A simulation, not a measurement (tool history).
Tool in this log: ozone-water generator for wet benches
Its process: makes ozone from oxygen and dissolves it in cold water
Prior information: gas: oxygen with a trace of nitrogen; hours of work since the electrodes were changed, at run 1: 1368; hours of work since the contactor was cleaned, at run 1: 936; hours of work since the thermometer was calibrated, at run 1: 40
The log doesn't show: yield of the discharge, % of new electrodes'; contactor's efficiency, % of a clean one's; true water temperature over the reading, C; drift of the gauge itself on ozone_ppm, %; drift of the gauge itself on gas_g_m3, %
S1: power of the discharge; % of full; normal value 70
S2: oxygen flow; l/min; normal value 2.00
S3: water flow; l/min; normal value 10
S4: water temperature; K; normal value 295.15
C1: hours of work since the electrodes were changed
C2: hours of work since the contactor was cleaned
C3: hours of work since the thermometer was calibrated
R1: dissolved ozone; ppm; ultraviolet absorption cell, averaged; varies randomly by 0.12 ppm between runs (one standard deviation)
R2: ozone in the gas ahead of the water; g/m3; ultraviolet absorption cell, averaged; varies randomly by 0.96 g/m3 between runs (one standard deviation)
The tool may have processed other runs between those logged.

run,hour,S1,S2,S3,S4,C1,C2,C3,R1,R2
1,0.0,70,2.00,10,295.15,1368,936,40,11.2,165.4
2,53.4,70,1.77,10,295.15,1419,987,91,10.7,172.0
3,96.2,70,1.77,10,295.15,1459,1027,132,10.6,172.8
4,128.9,70,2.00,12,295.15,1491,1059,163,9.2,163.9
5,171.6,70,2.00,10,295.15,1531,1099,204,10.9,163.4
6,217.5,70,2.00,10,295.15,1575,1143,248,11.1,164.0
7,249.4,70,2.00,10,295.15,1606,1174,278,11.0,165.1
8,280.5,70,2.00,10,295.15,1635,1203,308,11.0,164.7
9,332.3,70,2.00,10,295.15,1685,1253,357,11.0,163.9
10,365.5,70,2.00,10,295.15,1716,1284,389,10.8,167.9
11,416.0,70,1.97,10,295.15,1765,1333,437,10.9,165.2
12,454.6,70,2.00,10,295.15,1801,1369,474,11.0,165.4
13,507.7,70,2.00,10,295.15,1852,1420,525,11.0,166.6
14,535.5,70,2.00,10,295.15,1879,1447,551,11.0,165.7
15,563.1,70,2.00,10,295.15,1905,1473,578,10.8,166.3
16,612.0,70,2.00,10,295.15,1952,1520,624,11.2,166.2
17,654.3,70,1.11,10,288.15,1992,1560,665,9.8,207.1
18,693.1,62,1.11,13,298.15,2029,1597,702,6.3,192.3
19,740.1,62,2.96,6,296.15,2074,1642,746,16.2,133.8
20,774.5,84,3.47,16,289.15,2107,1675,779,9.2,152.2
21,817.4,70,2.00,10,289.15,2147,1715,820,11.8,167.1
22,872.0,62,2.00,7,289.15,2200,1768,872,15.6,155.9
23,907.6,62,2.00,7,289.15,2234,1802,906,15.6,156.1
24,941.1,85,1.64,10,295.15,2265,1833,938,12.0,203.3
25,968.3,46,3.40,10,292.15,2292,1859,964,9.8,105.8
26,1014.4,46,3.40,10,292.15,2335,1903,1008,9.7,107.1
27,1037.9,46,3.40,10,292.15,2358,1926,1031,9.8,107.1

Forecast run 28:
28,1083.5,72,1.32,11,297.15,2401,1969,1074,?,?

R1: 8.7 ppm
R2: 198.8 g/m3
Without the tool's hidden state the same run would have given R1 8.7 ppm, R2 194.9 g/m3.
